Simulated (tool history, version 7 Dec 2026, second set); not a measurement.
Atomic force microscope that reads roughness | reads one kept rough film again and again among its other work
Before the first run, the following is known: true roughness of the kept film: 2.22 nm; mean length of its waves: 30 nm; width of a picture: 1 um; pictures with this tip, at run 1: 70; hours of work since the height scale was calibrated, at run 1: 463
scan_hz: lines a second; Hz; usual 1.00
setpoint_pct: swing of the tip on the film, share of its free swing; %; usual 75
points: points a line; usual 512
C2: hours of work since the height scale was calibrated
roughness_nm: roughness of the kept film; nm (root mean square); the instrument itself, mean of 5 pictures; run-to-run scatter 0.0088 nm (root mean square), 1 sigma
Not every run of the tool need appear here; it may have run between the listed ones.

{"run": 1, "day": 0.0, "scan_hz": 1.0, "setpoint_pct": 75, "points": 512, "pictures with this tip": 70, "C2": 463, "roughness_nm": 1.859}
{"run": 2, "day": 0.592, "scan_hz": 1.0, "setpoint_pct": 75, "points": 512, "pictures with this tip": 94, "C2": 474, "roughness_nm": 1.825}
{"run": 3, "day": 1.171, "scan_hz": 1.0, "setpoint_pct": 75, "points": 512, "pictures with this tip": 118, "C2": 485, "roughness_nm": 1.792}
{"run": 4, "day": 2.217, "scan_hz": 1.0, "setpoint_pct": 75, "points": 512, "pictures with this tip": 161, "C2": 504, "roughness_nm": 1.723}
{"run": 5, "day": 2.992, "scan_hz": 1.0, "setpoint_pct": 75, "points": 838, "pictures with this tip": 193, "C2": 519, "roughness_nm": 1.7}
{"run": 6, "day": 4.033, "scan_hz": 1.0, "setpoint_pct": 75, "points": 838, "pictures with this tip": 236, "C2": 538, "roughness_nm": 1.647}
{"day": 4.238, "done": "new tip fitted"}
{"run": 7, "day": 5.112, "scan_hz": 1.0, "setpoint_pct": 75, "points": 838, "pictures with this tip": 37, "C2": 558, "roughness_nm": 1.919}
{"run": 8, "day": 5.875, "scan_hz": 1.0, "setpoint_pct": 75, "points": 838, "pictures with this tip": 68, "C2": 573, "roughness_nm": 1.878}
{"run": 9, "day": 6.792, "scan_hz": 1.0, "setpoint_pct": 75, "points": 841, "pictures with this tip": 106, "C2": 590, "roughness_nm": 1.82}
{"run": 10, "day": 7.471, "scan_hz": 0.59, "setpoint_pct": 75, "points": 512, "pictures with this tip": 134, "C2": 603, "roughness_nm": 1.781}
{"run": 11, "day": 8.104, "scan_hz": 0.59, "setpoint_pct": 75, "points": 512, "pictures with this tip": 160, "C2": 615, "roughness_nm": 1.754}
{"run": 12, "day": 9.108, "scan_hz": 0.59, "setpoint_pct": 75, "points": 512, "pictures with this tip": 201, "C2": 633, "roughness_nm": 1.712}
{"run": 13, "day": 9.967, "scan_hz": 0.59, "setpoint_pct": 75, "points": 512, "pictures with this tip": 237, "C2": 650, "roughness_nm": 1.662}
{"day": 10.192, "done": "new tip fitted"}
{"run": 14, "day": 10.521, "scan_hz": 0.59, "setpoint_pct": 75, "points": 512, "pictures with this tip": 13, "C2": 660, "roughness_nm": 1.974}
{"run": 15, "day": 11.312, "scan_hz": 1.0, "setpoint_pct": 75, "points": 512, "pictures with this tip": 46, "C2": 674, "roughness_nm": 1.894}
{"run": 16, "day": 12.338, "scan_hz": 1.0, "setpoint_pct": 75, "points": 512, "pictures with this tip": 88, "C2": 694, "roughness_nm": 1.825}
{"day": 12.446, "done": "height scale calibrated on a step standard"}
{"run": 17, "day": 13.425, "scan_hz": 1.0, "setpoint_pct": 75, "points": 512, "pictures with this tip": 131, "C2": 18, "roughness_nm": 1.769}
{"run": 18, "day": 14.146, "scan_hz": 1.0, "setpoint_pct": 75, "points": 512, "pictures with this tip": 161, "C2": 32, "roughness_nm": 1.735}
{"day": 14.396, "done": "height scale calibrated on a step standard, once more"}
{"run": 19, "day": 15.075, "scan_hz": 1.0, "setpoint_pct": 75, "points": 512, "pictures with this tip": 198, "C2": 13, "roughness_nm": 1.675}
{"run": 20, "day": 15.729, "scan_hz": 1.0, "setpoint_pct": 75, "points": 657, "pictures with this tip": 225, "C2": 25, "roughness_nm": 1.657}
{"day": 16.183, "done": "new tip fitted"}
{"run": 21, "day": 16.771, "scan_hz": 1.0, "setpoint_pct": 75, "points": 657, "pictures with this tip": 25, "C2": 44, "roughness_nm": 1.908}
{"run": 22, "day": 17.521, "scan_hz": 0.53, "setpoint_pct": 75, "points": 657, "pictures with this tip": 55, "C2": 58, "roughness_nm": 1.897}
{"run": 23, "day": 18.296, "scan_hz": 1.0, "setpoint_pct": 60, "points": 512, "pictures with this tip": 87, "C2": 73, "roughness_nm": 1.834}
{"run": 24, "day": 19.1, "scan_hz": 1.0, "setpoint_pct": 60, "points": 512, "pictures with this tip": 121, "C2": 88, "roughness_nm": 1.801}
{"run": 25, "day": 20.167, "scan_hz": 1.55, "setpoint_pct": 60, "points": 512, "pictures with this tip": 165, "C2": 108, "roughness_nm": 1.72}
{"run": 26, "day": 21.075, "scan_hz": 1.68, "setpoint_pct": 87, "points": 644, "pictures with this tip": 202, "C2": 125, "roughness_nm": 1.58}
{"run": 27, "day": 21.888, "scan_hz": 1.68, "setpoint_pct": 86, "points": 420, "pictures with this tip": 235, "C2": 140, "roughness_nm": 1.553}
{"day": 22.067, "done": "new tip fitted"}
{"run": 28, "day": 22.846, "scan_hz": 1.68, "setpoint_pct": 86, "points": 420, "pictures with this tip": 32, "C2": 158, "roughness_nm": 1.788}
{"run": 29, "day": 23.479, "scan_hz": 1.68, "setpoint_pct": 86, "points": 420, "pictures with this tip": 58, "C2": 170, "roughness_nm": 1.763}
{"run": 30, "day": 24.104, "scan_hz": 1.38, "setpoint_pct": 88, "points": 512, "pictures with this tip": 84, "C2": 182, "roughness_nm": 1.756}
{"run": 31, "day": 25.062, "scan_hz": 2.25, "setpoint_pct": 67, "points": 963, "pictures with this tip": 123, "C2": 200, "roughness_nm": 1.769}
{"run": 32, "day": 26.083, "scan_hz": 0.58, "setpoint_pct": 67, "points": 564, "pictures with this tip": 165, "C2": 219, "roughness_nm": 1.74}
{"run": 33, "day": 26.879, "scan_hz": 0.84, "setpoint_pct": 70, "points": 512, "pictures with this tip": 198, "C2": 234, "roughness_nm": 1.689}
{"run": 34, "day": 27.571, "scan_hz": 1.0, "setpoint_pct": 75, "points": 733, "pictures with this tip": 227, "C2": 247, "roughness_nm": 1.643}
{"day": 27.954, "done": "new tip fitted"}
{"run": 35, "day": 28.321, "scan_hz": 0.69, "setpoint_pct": 63, "points": 479, "pictures with this tip": 15, "C2": 260, "roughness_nm": 1.97}
{"run": 36, "day": 29.088, "scan_hz": 0.69, "setpoint_pct": 63, "points": 479, "pictures with this tip": 46, "C2": 275, "roughness_nm": 1.936}
{"run": 37, "day": 29.642, "scan_hz": 0.69, "setpoint_pct": 63, "points": 479, "pictures with this tip": 69, "C2": 285, "roughness_nm": 1.89}
{"run": 38, "day": 30.458, "scan_hz": 0.69, "setpoint_pct": 63, "points": 479, "pictures with this tip": 103, "C2": 300, "roughness_nm": 1.853}
{"run": 39, "day": 30.942, "scan_hz": 0.98, "setpoint_pct": 57, "points": 398, "pictures with this tip": 123, "C2": 309, "roughness_nm": 1.809}
{"run": 40, "day": 31.475, "scan_hz": 0.6, "setpoint_pct": 71, "points": 398, "pictures with this tip": 145, "C2": 319, "roughness_nm": 1.786}
{"run": 41, "day": 31.954, "scan_hz": 1.18, "setpoint_pct": 70, "points": 690, "pictures with this tip": 165, "C2": 328, "roughness_nm": 1.725}
{"run": 42, "day": 33.004, "scan_hz": 1.18, "setpoint_pct": 70, "points": 690, "pictures with this tip": 208, "C2": 348, "roughness_nm": 1.693}
{"run": 43, "day": 33.725, "scan_hz": 1.18, "setpoint_pct": 70, "points": 690, "pictures with this tip": 237, "C2": 362, "roughness_nm": 1.651}
{"day": 33.904, "done": "new tip fitted"}
{"run": 44, "day": 34.254, "scan_hz": 1.03, "setpoint_pct": 70, "points": 690, "pictures with this tip": 14, "C2": 371, "roughness_nm": 1.945}
{"run": 45, "day": 35.05, "scan_hz": 1.03, "setpoint_pct": 70, "points": 690, "pictures with this tip": 47, "C2": 386, "roughness_nm": 1.896}
{"run": 46, "day": 35.962, "scan_hz": 1.07, "setpoint_pct": 59, "points": 703, "pictures with this tip": 85, "C2": 403, "roughness_nm": 1.855}
{"run": 47, "day": 37.012, "scan_hz": 1.07, "setpoint_pct": 59, "points": 530, "pictures with this tip": 128, "C2": 423, "roughness_nm": 1.785}

Had the tool no unlogged condition, and each run kept its random variation, what would the results have been?
Unlogged tool condition in this case: radius of the tip, nm; height scale over the true one, %; drift of the gauge itself on roughness_nm, %.
run=1 roughness_nm=1.964
run=2 roughness_nm=1.962
run=3 roughness_nm=1.965
run=4 roughness_nm=1.950
run=5 roughness_nm=1.968
run=6 roughness_nm=1.966
run=7 roughness_nm=1.970
run=8 roughness_nm=1.976
run=9 roughness_nm=1.971
run=10 roughness_nm=1.969
run=11 roughness_nm=1.976
run=12 roughness_nm=1.987
run=13 roughness_nm=1.984
run=14 roughness_nm=1.981
run=15 roughness_nm=1.954
run=16 roughness_nm=1.949
run=17 roughness_nm=1.949
run=18 roughness_nm=1.952
run=19 roughness_nm=1.958
run=20 roughness_nm=1.974
run=21 roughness_nm=1.955
run=22 roughness_nm=1.996
run=23 roughness_nm=1.983
run=24 roughness_nm=1.994
run=25 roughness_nm=1.968
run=26 roughness_nm=1.855
run=27 roughness_nm=1.867
run=28 roughness_nm=1.842
run=29 roughness_nm=1.855
run=30 roughness_nm=1.884
run=31 roughness_nm=1.951
run=32 roughness_nm=1.983
run=33 roughness_nm=1.973
run=34 roughness_nm=1.957
run=35 roughness_nm=1.990
run=36 roughness_nm=2.001
run=37 roughness_nm=1.993
run=38 roughness_nm=2.005
run=39 roughness_nm=1.986
run=40 roughness_nm=1.992
run=41 roughness_nm=1.955
run=42 roughness_nm=1.978
run=43 roughness_nm=1.970
run=44 roughness_nm=1.963
run=45 roughness_nm=1.971
run=46 roughness_nm=1.986
run=47 roughness_nm=1.978
